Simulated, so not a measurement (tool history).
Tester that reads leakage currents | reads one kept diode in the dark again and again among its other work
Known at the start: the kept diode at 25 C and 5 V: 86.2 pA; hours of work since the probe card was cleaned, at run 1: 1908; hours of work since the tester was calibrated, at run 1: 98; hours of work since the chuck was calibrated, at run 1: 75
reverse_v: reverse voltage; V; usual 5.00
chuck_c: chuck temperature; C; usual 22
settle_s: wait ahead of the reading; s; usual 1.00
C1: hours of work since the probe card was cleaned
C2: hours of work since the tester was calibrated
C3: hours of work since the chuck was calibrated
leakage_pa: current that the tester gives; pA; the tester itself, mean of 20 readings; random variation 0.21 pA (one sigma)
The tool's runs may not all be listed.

{"run": 1, "day": 0.0, "reverse_v": 5.0, "chuck_c": 22, "settle_s": 1.0, "C1": 1908, "C2": 98, "C3": 75, "leakage_pa": 75.8}
{"run": 2, "day": 1.292, "reverse_v": 5.0, "chuck_c": 22, "settle_s": 1.0, "C1": 1923, "C2": 113, "C3": 90, "leakage_pa": 75.76}
{"run": 3, "day": 2.196, "reverse_v": 5.0, "chuck_c": 31, "settle_s": 1.0, "C1": 1933, "C2": 123, "C3": 101, "leakage_pa": 147.76}
{"run": 4, "day": 3.158, "reverse_v": 5.0, "chuck_c": 22, "settle_s": 1.55, "C1": 1945, "C2": 134, "C3": 112, "leakage_pa": 75.71}
{"run": 5, "day": 4.046, "reverse_v": 5.0, "chuck_c": 22, "settle_s": 1.0, "C1": 1955, "C2": 144, "C3": 122, "leakage_pa": 75.73}
{"run": 6, "day": 5.154, "reverse_v": 5.0, "chuck_c": 22, "settle_s": 1.0, "C1": 1968, "C2": 157, "C3": 135, "leakage_pa": 76.03}
{"run": 7, "day": 6.162, "reverse_v": 10.73, "chuck_c": 21, "settle_s": 1.0, "C1": 1979, "C2": 169, "C3": 146, "leakage_pa": 106.28}
{"run": 8, "day": 6.804, "reverse_v": 5.0, "chuck_c": 45, "settle_s": 1.0, "C1": 1987, "C2": 176, "C3": 154, "leakage_pa": 403.21}
{"run": 9, "day": 7.604, "reverse_v": 6.36, "chuck_c": 45, "settle_s": 0.4, "C1": 1996, "C2": 185, "C3": 163, "leakage_pa": 451.8}
{"run": 10, "day": 8.783, "reverse_v": 5.57, "chuck_c": 45, "settle_s": 0.4, "C1": 2009, "C2": 199, "C3": 176, "leakage_pa": 425.88}
{"run": 11, "day": 9.6, "reverse_v": 2.75, "chuck_c": 45, "settle_s": 0.57, "C1": 2019, "C2": 208, "C3": 186, "leakage_pa": 303.6}

Forecast each of these 4 alternatives for the next run:
{"run": "A", "day": 10.175, "reverse_v": 5.0, "chuck_c": 23, "settle_s": 1.0, "C1": 2025, "C2": 215, "C3": 192, "leakage_pa": "?"}
{"run": "B", "day": 10.175, "reverse_v": 5.84, "chuck_c": 47, "settle_s": 0.57, "C1": 2025, "C2": 215, "C3": 192, "leakage_pa": "?"}
{"run": "C", "day": 10.175, "reverse_v": 5.0, "chuck_c": 21, "settle_s": 0.67, "C1": 2025, "C2": 215, "C3": 192, "leakage_pa": "?"}
{"run": "D", "day": 10.175, "reverse_v": 10.79, "chuck_c": 31, "settle_s": 0.37, "C1": 2025, "C2": 215, "C3": 192, "leakage_pa": "?"}

run=A leakage_pa=81.48
run=B leakage_pa=495.05
run=C leakage_pa=70.51
run=D leakage_pa=216.87
Without the tool's hidden state the same runs would have given:
run=A leakage_pa=73.73
run=B leakage_pa=488.00
run=C leakage_pa=62.72
run=D leakage_pa=200.35
